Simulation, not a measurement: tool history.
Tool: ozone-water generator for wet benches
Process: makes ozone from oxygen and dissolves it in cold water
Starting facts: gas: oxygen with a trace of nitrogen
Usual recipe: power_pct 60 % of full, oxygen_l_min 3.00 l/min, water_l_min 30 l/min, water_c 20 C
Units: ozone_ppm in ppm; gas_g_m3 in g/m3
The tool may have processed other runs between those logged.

| run | hour | power_pct | oxygen_l_min | water_l_min | water_c | ozone_ppm | gas_g_m3 |
|---|---|---|---|---|---|---|---|
| 1 | 0.0 | 60 | 3.00 | 30 | 20 | 15.3 | 237.1 |
| 2 | 103.9 | 60 | 3.00 | 30 | 20 | 14.9 | 234.3 |
| 3 | 204.1 | 60 | 3.00 | 22 | 20 | 19.5 | 234.8 |
| 4 | 312.7 | 56 | 3.00 | 22 | 20 | 18.8 | 227.8 |
| 5 | 411.3 | 60 | 3.00 | 30 | 20 | 15.2 | 236.9 |
| 6 | 563.0 | 60 | 3.00 | 30 | 20 | 15.2 | 235.1 |
| 7 | 655.4 | 60 | 3.00 | 30 | 20 | 15.3 | 236.5 |
| 8 | 737.3 | 60 | 3.00 | 30 | 20 | 15.2 | 239.3 |
| 9 | 822.7 | 64 | 3.00 | 30 | 20 | 15.7 | 246.0 |
| 10 | 925.4 | 64 | 3.00 | 19 | 20 | 22.7 | 243.7 |
| 11 | 999.6 | 75 | 3.00 | 18 | 28 | 22.6 | 267.3 |
| 12 | 1122.9 | 67 | 3.00 | 30 | 20 | 16.1 | 254.1 |
| 13 | 1238.0 | 52 | 2.77 | 30 | 20 | 13.7 | 230.5 |
| 14 | 1365.1 | 69 | 4.50 | 22 | 15 | 24.2 | 216.1 |
| 15 | 1518.7 | 77 | 3.00 | 30 | 20 | 17.3 | 270.9 |
| 16 | 1622.5 | 77 | 3.00 | 30 | 20 | 17.3 | 271.2 |
| 17 | 1748.4 | 77 | 3.00 | 30 | 20 | 17.0 | 271.0 |
| 18 | 1837.8 | 77 | 3.00 | 30 | 20 | 17.4 | 274.2 |

Run by run, hidden condition taken away, random variation retained:
Hidden conditions of the tool in this case: yield of the discharge, % of new electrodes'; contactor's efficiency, % of a clean one's; true water temperature over the reading, C; drift of the gauge itself on ozone_ppm, %; drift of the gauge itself on gas_g_m3, %.
| run | gas_g_m3 |
|---|---|
| 1 | 237.4 |
| 2 | 234.2 |
| 3 | 234.4 |
| 4 | 227.1 |
| 5 | 235.9 |
| 6 | 233.7 |
| 7 | 234.8 |
| 8 | 237.3 |
| 9 | 243.7 |
| 10 | 241.0 |
| 11 | 264.3 |
| 12 | 250.8 |
| 13 | 227.1 |
| 14 | 212.6 |
| 15 | 266.0 |
| 16 | 265.9 |
| 17 | 265.3 |
| 18 | 268.2 |
ozone_ppm: differs from the measured result by no more than 0.1 ppm in any run.
